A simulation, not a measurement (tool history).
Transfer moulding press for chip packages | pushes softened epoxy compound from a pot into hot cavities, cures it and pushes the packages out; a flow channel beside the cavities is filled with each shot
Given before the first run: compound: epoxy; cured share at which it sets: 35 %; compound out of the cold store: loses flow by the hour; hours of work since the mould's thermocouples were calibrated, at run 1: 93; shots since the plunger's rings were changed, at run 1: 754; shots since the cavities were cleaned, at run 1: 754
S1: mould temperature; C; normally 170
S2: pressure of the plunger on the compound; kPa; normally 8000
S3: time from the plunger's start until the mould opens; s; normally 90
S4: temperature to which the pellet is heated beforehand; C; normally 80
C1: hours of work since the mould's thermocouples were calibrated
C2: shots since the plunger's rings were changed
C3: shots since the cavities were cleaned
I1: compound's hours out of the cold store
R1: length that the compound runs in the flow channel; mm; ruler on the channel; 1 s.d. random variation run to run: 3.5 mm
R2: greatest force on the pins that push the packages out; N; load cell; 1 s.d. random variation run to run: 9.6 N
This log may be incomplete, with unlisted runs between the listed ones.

run 1 hour=0 | S1=170 S2=8000 S3=90 S4=80 | C1=93 C2=754 C3=754 | I1=40.3 | R1=661 R2=600
-- hour=9.5 cavities cleaned with cleaning compound and waxed
run 2 hour=19.9 | S1=170 S2=8000 S3=90 S4=80 | C1=106 C2=1012 C3=147 | I1=14.5 | R1=728 R2=796
run 3 hour=30.2 | S1=170 S2=8000 S3=90 S4=80 | C1=113 C2=1156 C3=291 | I1=24.7 | R1=696 R2=772
run 4 hour=41.5 | S1=170 S2=8000 S3=90 S4=80 | C1=121 C2=1314 C3=449 | I1=11.6 | R1=734 R2=747
run 5 hour=51.7 | S1=170 S2=8000 S3=90 S4=80 | C1=128 C2=1457 C3=592 | I1=26.8 | R1=696 R2=767
run 6 hour=67.9 | S1=166 S2=8000 S3=90 S4=80 | C1=140 C2=1684 C3=819 | I1=43.4 | R1=651 R2=799
-- hour=73.1 cavities cleaned with cleaning compound and waxed
run 7 hour=81.9 | S1=166 S2=8000 S3=90 S4=80 | C1=149 C2=1860 C3=124 | I1=32 | R1=683 R2=540
run 8 hour=93.8 | S1=170 S2=8000 S3=90 S4=80 | C1=157 C2=2027 C3=291 | I1=12.4 | R1=722 R2=532
run 9 hour=104.8 | S1=170 S2=8000 S3=90 S4=80 | C1=165 C2=2181 C3=445 | I1=17.9 | R1=703 R2=552
run 10 hour=115.9 | S1=170 S2=8000 S3=90 S4=80 | C1=173 C2=2336 C3=600 | I1=37.8 | R1=653 R2=572
-- hour=136.4 cavities cleaned with cleaning compound and waxed, once more
run 11 hour=137.7 | S1=170 S2=8000 S3=90 S4=80 | C1=187 C2=2621 C3=18 | I1=21.3 | R1=690 R2=451
run 12 hour=161 | S1=170 S2=8000 S3=90 S4=80 | C1=203 C2=2948 C3=345 | I1=25.9 | R1=684 R2=535
run 13 hour=176.9 | S1=170 S2=8000 S3=90 S4=80 | C1=215 C2=3171 C3=568 | I1=25.7 | R1=680 R2=584
-- hour=198 cavities cleaned with cleaning compound and waxed
run 14 hour=198 | S1=170 S2=8000 S3=90 S4=80 | C1=229 C2=3446 C3=0 | I1=9 | R1=719 R2=453
run 15 hour=214.8 | S1=168 S2=8000 S3=73 S4=80 | C1=240 C2=3680 C3=234 | I1=11.3 | R1=715 R2=796
run 16 hour=233 | S1=167 S2=8000 S3=90 S4=82 | C1=253 C2=3936 C3=490 | I1=43 | R1=629 R2=637
run 17 hour=248.8 | S1=167 S2=8000 S3=90 S4=82 | C1=264 C2=4157 C3=711 | I1=8.3 | R1=720 R2=679
-- hour=261.6 cavities cleaned with cleaning compound and waxed
run 18 hour=264.7 | S1=167 S2=8000 S3=90 S4=82 | C1=275 C2=4359 C3=43 | I1=42.1 | R1=637 R2=479
run 19 hour=282 | S1=178 S2=8970 S3=90 S4=82 | C1=287 C2=4601 C3=285 | I1=42.3 | R1=644 R2=480
run 20 hour=293.4 | S1=163 S2=8000 S3=118 S4=80 | C1=295 C2=4761 C3=445 | I1=15.5 | R1=710 R2=555
run 21 hour=315.5 | S1=163 S2=8000 S3=118 S4=80 | C1=311 C2=5072 C3=756 | I1=8 | R1=717 R2=633
-- hour=324.5 cavities cleaned with cleaning compound and waxed
run 22 hour=339.3 | S1=170 S2=8000 S3=118 S4=72 | C1=326 C2=5384 C3=207 | I1=47.3 | R1=603 R2=459
-- hour=342.8 plunger's sealing rings changed
run 23 hour=356.6 | S1=169 S2=8000 S3=90 S4=75 | C1=337 C2=194 C3=415 | I1=34.9 | R1=689 R2=577
run 24 hour=377.1 | S1=170 S2=8610 S3=90 S4=86 | C1=351 C2=481 C3=702 | I1=20.7 | R1=737 R2=603
-- hour=390.7 cavities cleaned with cleaning compound and waxed
run 25 hour=397.8 | S1=165 S2=7370 S3=102 S4=75 | C1=365 C2=751 C3=101 | I1=12.1 | R1=721 R2=480
run 26 hour=412.2 | S1=170 S2=8000 S3=70 S4=80 | C1=375 C2=951 C3=301 | I1=21.3 | R1=713 R2=752

5 options for the next run, each taken on its own from the tool as it stands now. Forecast them:
run A hour=429.9 | S1=170 S2=8000 S3=96 S4=74 | C1=387 C2=1200 C3=550 | I1=19 | R1=? R2=?
run B hour=429.9 | S1=175 S2=8000 S3=72 S4=86 | C1=387 C2=1200 C3=550 | I1=8.5 | R1=? R2=?
run C hour=429.9 | S1=165 S2=8000 S3=90 S4=84 | C1=387 C2=1200 C3=550 | I1=22.4 | R1=? R2=?
run D hour=429.9 | S1=170 S2=8000 S3=70 S4=76 | C1=387 C2=1200 C3=550 | I1=20.7 | R1=? R2=?
run E hour=429.9 | S1=163 S2=8000 S3=102 S4=80 | C1=387 C2=1200 C3=550 | I1=20.9 | R1=? R2=?

run=A R1=711 R2=542
run=B R1=731 R2=651
run=C R1=709 R2=701
run=D R1=710 R2=844
run=E R1=721 R2=641
What these runs would have given with no unlogged condition in the tool:
run=A R1=722 R2=400
run=B R1=743 R2=481
run=C R1=720 R2=514
run=D R1=721 R2=616
run=E R1=732 R2=471
